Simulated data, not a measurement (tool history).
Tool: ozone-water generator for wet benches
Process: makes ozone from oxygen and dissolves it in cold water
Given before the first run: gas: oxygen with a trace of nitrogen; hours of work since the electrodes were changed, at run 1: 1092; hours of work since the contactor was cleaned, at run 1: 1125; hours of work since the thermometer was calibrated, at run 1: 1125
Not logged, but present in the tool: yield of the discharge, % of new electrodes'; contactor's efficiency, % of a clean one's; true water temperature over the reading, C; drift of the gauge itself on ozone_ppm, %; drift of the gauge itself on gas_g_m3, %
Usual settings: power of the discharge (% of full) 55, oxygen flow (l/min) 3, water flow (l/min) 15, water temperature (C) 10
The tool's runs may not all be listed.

| run | hour | power of the discharge (% of full) | oxygen flow (l/min) | water flow (l/min) | water temperature (C) | hours of work since the electrodes were changed | hours of work since the contactor was cleaned | hours of work since the thermometer was calibrated | dissolved ozone (ppm) | ozone in the gas ahead of the water (g/m3) |
|---|---|---|---|---|---|---|---|---|---|---|
| 1 | 0 | 55 | 3 | 15 | 10 | 1092 | 1125 | 1125 | 14.1 | 133.4 |
| 2 | 25.4 | 55 | 3 | 15 | 10 | 1112 | 1145 | 1145 | 14.3 | 133.3 |
| 3 | 58.8 | 55 | 3 | 14 | 10 | 1138 | 1171 | 1171 | 14.9 | 132.1 |
| 4 | 84.7 | 55 | 3 | 14 | 10 | 1159 | 1192 | 1192 | 15 | 134.3 |
| 5 | 106.8 | 55 | 3 | 14 | 10 | 1176 | 1209 | 1209 | 15.2 | 132 |
| 6 | 141 | 55 | 3 | 14 | 10 | 1203 | 1236 | 1236 | 15.1 | 133.5 |
| 7 | 176.7 | 49 | 2.18 | 15 | 7 | 1231 | 1264 | 1264 | 13.4 | 155.5 |
| 8 | 193.2 | 90 | 5.1 | 22 | 5 | 1244 | 1277 | 1277 | 13.5 | 119.9 |
| 9 | 209.1 | 90 | 2.87 | 12 | 10 | 1256 | 1289 | 1289 | 21.7 | 172.9 |
| 10 | 230.3 | 90 | 1.77 | 12 | 10 | 1273 | 1306 | 1306 | 21.3 | 238.8 |

What if the next run were any one of these 4? Each begins from the tool's condition after run 10:
| A | 262 | 55 | 3 | 10 | 6 | 1298 | 1331 | 1331 | ? | ? |
| B | 262 | 90 | 2.97 | 12 | 12 | 1298 | 1331 | 1331 | ? | ? |
| C | 262 | 63 | 1.77 | 15 | 17 | 1298 | 1331 | 1331 | ? | ? |
| D | 262 | 55 | 3 | 23 | 10 | 1298 | 1331 | 1331 | ? | ? |

| run | dissolved ozone (ppm) | ozone in the gas ahead of the water (g/m3) |
|---|---|---|
| A | 21 | 131.4 |
| B | 21.3 | 169.6 |
| C | 13.7 | 201.3 |
| D | 9.5 | 132 |
Without the tool's unlogged condition, the same runs would have read:
| run | dissolved ozone (ppm) | ozone in the gas ahead of the water (g/m3) |
|---|---|---|
| A | 21.9 | 135.4 |
| B | 22.5 | 176.2 |
| C | 14.4 | 207.9 |
| D | 10 | 136 |
